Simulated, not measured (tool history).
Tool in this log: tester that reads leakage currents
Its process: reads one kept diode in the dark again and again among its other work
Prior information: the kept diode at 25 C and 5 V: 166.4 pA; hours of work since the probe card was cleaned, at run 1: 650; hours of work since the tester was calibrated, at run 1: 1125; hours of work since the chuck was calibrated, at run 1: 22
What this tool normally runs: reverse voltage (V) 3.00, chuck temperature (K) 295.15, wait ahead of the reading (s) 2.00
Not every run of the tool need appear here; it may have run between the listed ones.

| run | hour | reverse voltage (V) | chuck temperature (K) | wait ahead of the reading (s) | hours of work since the probe card was cleaned | hours of work since the tester was calibrated | hours of work since the chuck was calibrated | current that the tester gives (pA) |
|---|---|---|---|---|---|---|---|---|
| 1 | 0.0 | 3.00 | 295.15 | 2.00 | 650 | 1125 | 22 | 100.15 |
| 2 | 38.1 | 3.00 | 295.15 | 2.00 | 671 | 1146 | 43 | 100.37 |
| 3 | 66.1 | 3.00 | 295.15 | 2.00 | 686 | 1161 | 58 | 100.89 |
| 4 | 107.1 | 3.00 | 295.15 | 2.00 | 708 | 1183 | 80 | 100.38 |
| 5 | 154.4 | 3.00 | 295.15 | 2.00 | 734 | 1209 | 106 | 101.10 |
| 6 | 195.4 | 3.00 | 295.15 | 2.00 | 756 | 1231 | 128 | 101.40 |
| 7 | 249.3 | 3.00 | 295.15 | 1.26 | 785 | 1260 | 157 | 101.69 |
| 8 | 290.8 | 3.00 | 295.15 | 6.48 | 807 | 1283 | 180 | 101.09 |
|  | 295.5 | chuck's temperature calibrated |
| 9 | 342.2 | 3.00 | 295.15 | 6.48 | 834 | 1309 | 25 | 101.70 |
| 10 | 376.5 | 3.00 | 295.15 | 6.48 | 853 | 1328 | 44 | 101.87 |
|  | 416.7 | chuck's temperature calibrated, once more |
| 11 | 418.2 | 3.00 | 320.15 | 6.48 | 874 | 1350 | 1 | 598.91 |
| 12 | 449.9 | 14.86 | 300.15 | 2.00 | 891 | 1367 | 18 | 380.25 |
| 13 | 491.1 | 16.04 | 298.15 | 6.89 | 914 | 1389 | 40 | 342.18 |
| 14 | 531.5 | 4.61 | 296.15 | 0.46 | 936 | 1411 | 62 | 145.40 |
| 15 | 571.8 | 3.00 | 300.15 | 4.52 | 957 | 1433 | 84 | 148.94 |

Consider 4 possible next runs. They are alternatives, not a sequence: every one starts from the tool as it was left by run 15. What does each give?
| A | 620.3 | 8.03 | 315.15 | 0.31 | 984 | 1459 | 110 | ? |
| B | 620.3 | 6.17 | 332.15 | 2.17 | 984 | 1459 | 110 | ? |
| C | 620.3 | 3.00 | 295.15 | 3.25 | 984 | 1459 | 110 | ? |
| D | 620.3 | 3.00 | 295.15 | 1.31 | 984 | 1459 | 110 | ? |

| run | current that the tester gives (pA) |
|---|---|
| A | 767.71 |
| B | 1943.54 |
| C | 103.32 |
| D | 103.24 |
The same runs, with their run-to-run variation unchanged, on a tool lacking any hidden condition would have given:
| run | current that the tester gives (pA) |
|---|---|
| A | 746.79 |
| B | 1902.29 |
| C | 98.96 |
| D | 98.89 |
